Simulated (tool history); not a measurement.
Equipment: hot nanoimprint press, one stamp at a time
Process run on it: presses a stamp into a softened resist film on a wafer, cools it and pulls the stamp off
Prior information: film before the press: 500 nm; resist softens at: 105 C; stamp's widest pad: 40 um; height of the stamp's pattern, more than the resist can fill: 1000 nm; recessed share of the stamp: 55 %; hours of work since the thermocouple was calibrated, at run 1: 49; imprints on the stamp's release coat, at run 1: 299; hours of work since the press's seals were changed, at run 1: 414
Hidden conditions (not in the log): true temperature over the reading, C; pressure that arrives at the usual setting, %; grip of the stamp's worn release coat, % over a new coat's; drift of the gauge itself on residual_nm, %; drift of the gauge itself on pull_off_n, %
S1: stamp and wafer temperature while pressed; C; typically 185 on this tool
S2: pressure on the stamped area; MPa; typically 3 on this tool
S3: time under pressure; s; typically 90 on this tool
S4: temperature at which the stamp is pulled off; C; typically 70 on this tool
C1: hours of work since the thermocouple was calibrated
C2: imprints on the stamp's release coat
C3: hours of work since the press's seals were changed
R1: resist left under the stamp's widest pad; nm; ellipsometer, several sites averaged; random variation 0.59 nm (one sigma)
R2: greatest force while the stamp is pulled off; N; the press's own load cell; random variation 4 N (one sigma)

run,hour,S1,S2,S3,S4,C1,C2,C3,R1,R2
1,0,185,3,90,70,49,299,414,254.9,201
2,60.4,188,3,90,70,82,506,448,235.4,206
3,141.2,188,3,90,70,127,783,493,233.3,226
4,184.2,185,3,90,70,151,931,517,253.6,227
5,256.1,185,2.43,90,70,192,1177,557,276.9,231
6,345.4,185,2.43,90,70,241,1484,607,276.3,251
# hour 365.7: plate thermocouple calibrated
7,390.2,185,3,90,70,14,1627,630,254.8,265
8,441.3,185,3,90,70,42,1802,659,255.3,264
# hour 486.1: stamp cleaned and given a new release coat
9,516.9,185,3,90,70,81,106,698,254.9,194
10,559.8,185,2.49,90,70,105,253,722,276,203
11,615.5,185,3,90,70,136,444,753,253.5,207
12,699.8,185,3,90,70,183,734,800,252.7,223
13,758.9,185,3,90,70,216,936,833,253.7,229
# hour 826.3: plate thermocouple calibrated
14,844.5,185,3,90,70,10,1220,879,255.1,239
15,912.2,185,3,90,70,48,1452,917,254.8,250
16,955.7,180,2.54,90,74,72,1601,941,308.6,245
17,993.3,180,2.54,90,74,93,1730,962,307.7,245
# hour 1038.8: press's hydraulic seals changed and the load cell set to zero
18,1046.8,180,2.54,90,74,119,1886,4,305.2,247
# hour 1071: stamp cleaned and given a new release coat
19,1095.5,178,2.54,90,74,142,84,28,320.6,183
20,1155,185,3.96,85,75,176,288,62,223,185
21,1213.5,185,3.96,85,75,208,489,94,223.2,192
22,1261.7,185,3.96,85,75,235,654,121,221.9,198
# hour 1300: plate thermocouple calibrated
23,1327.8,179,3.96,109,75,16,870,156,247.1,212
24,1399.1,182,4.58,90,70,55,1115,196,224.9,236
25,1463.9,185,3,60,74,92,1337,232,286.2,225
26,1532.7,180,3.82,67,74,130,1573,271,284,239
27,1577.7,187,3.96,93,56,155,1728,296,203.8,310
28,1633.3,189,3,58,70,186,1918,327,260.6,265
# hour 1647.7: stamp cleaned and given a new release coat
29,1697.2,189,3,58,70,218,170,359,260.3,194
# hour 1761: plate thermocouple calibrated
30,1777.1,189,3,58,70,9,434,402,266,208

Across each entry between runs, compare the hidden state at the last listed run before it with the hidden state at the first listed run after it:
Runs 6 to 7: plate thermocouple calibrated (hour 365.7)
  true temperature over the reading, C: 0.27 -> -0.29; pressure that arrives at the usual setting, %: 98.99 -> 98.94; grip of the stamp's worn release coat, % over a new coat's: 29.3 -> 32.1
  measured result minus the result with no hidden state, R1: -0.9 -> +3.3 nm; R2: +56 -> +66 N
Runs 8 to 9: stamp cleaned and given a new release coat (hour 486.1)
  true temperature over the reading, C: -0.22 -> -0.14; pressure that arrives at the usual setting, %: 98.88 -> 98.8; grip of the stamp's worn release coat, % over a new coat's: 35.6 -> 2.1
  measured result minus the result with no hidden state, R1: +2.8 -> +2.3 nm; R2: +70 -> +4 N
Runs 13 to 14: plate thermocouple calibrated (hour 826.3)
  true temperature over the reading, C: 0.18 -> 0.05; pressure that arrives at the usual setting, %: 98.51 -> 98.42; grip of the stamp's worn release coat, % over a new coat's: 18.4 -> 24
  measured result minus the result with no hidden state, R1: +0.5 -> +1.5 nm; R2: +35 -> +46 N
Runs 17 to 18: press's hydraulic seals changed and the load cell set to zero (hour 1038.8)
  true temperature over the reading, C: 0.25 -> 0.3; pressure that arrives at the usual setting, %: 98.24 -> 100.58; grip of the stamp's worn release coat, % over a new coat's: 34.2 -> 37.3
  measured result minus the result with no hidden state, R1: -0.1 -> -2.8 nm; R2: +62 -> +66 N
Runs 18 to 19: stamp cleaned and given a new release coat (hour 1071)
  true temperature over the reading, C: 0.3 -> 0.35; pressure that arrives at the usual setting, %: 100.58 -> 100.52; grip of the stamp's worn release coat, % over a new coat's: 37.3 -> 1.6
  measured result minus the result with no hidden state, R1: -2.8 -> -3.2 nm; R2: +66 -> +2 N
Runs 22 to 23: plate thermocouple calibrated (hour 1300)
  true temperature over the reading, C: 0.56 -> 0.1; pressure that arrives at the usual setting, %: 100.32 -> 100.25; grip of the stamp's worn release coat, % over a new coat's: 12.9 -> 17.1
  measured result minus the result with no hidden state, R1: -4.1 -> -1.1 nm; R2: +21 -> +31 N
Runs 28 to 29: stamp cleaned and given a new release coat (hour 1647.7)
  true temperature over the reading, C: 0.5 -> 0.57; pressure that arrives at the usual setting, %: 99.89 -> 99.82; grip of the stamp's worn release coat, % over a new coat's: 37.9 -> 3.3
  measured result minus the result with no hidden state, R1: -3.3 -> -3.6 nm; R2: +71 -> +5 N
Runs 29 to 30: plate thermocouple calibrated (hour 1761)
  true temperature over the reading, C: 0.57 -> -0.13; pressure that arrives at the usual setting, %: 99.82 -> 99.73; grip of the stamp's worn release coat, % over a new coat's: 3.3 -> 8.5
  measured result minus the result with no hidden state, R1: -3.6 -> +1.3 nm; R2: +5 -> +16 N
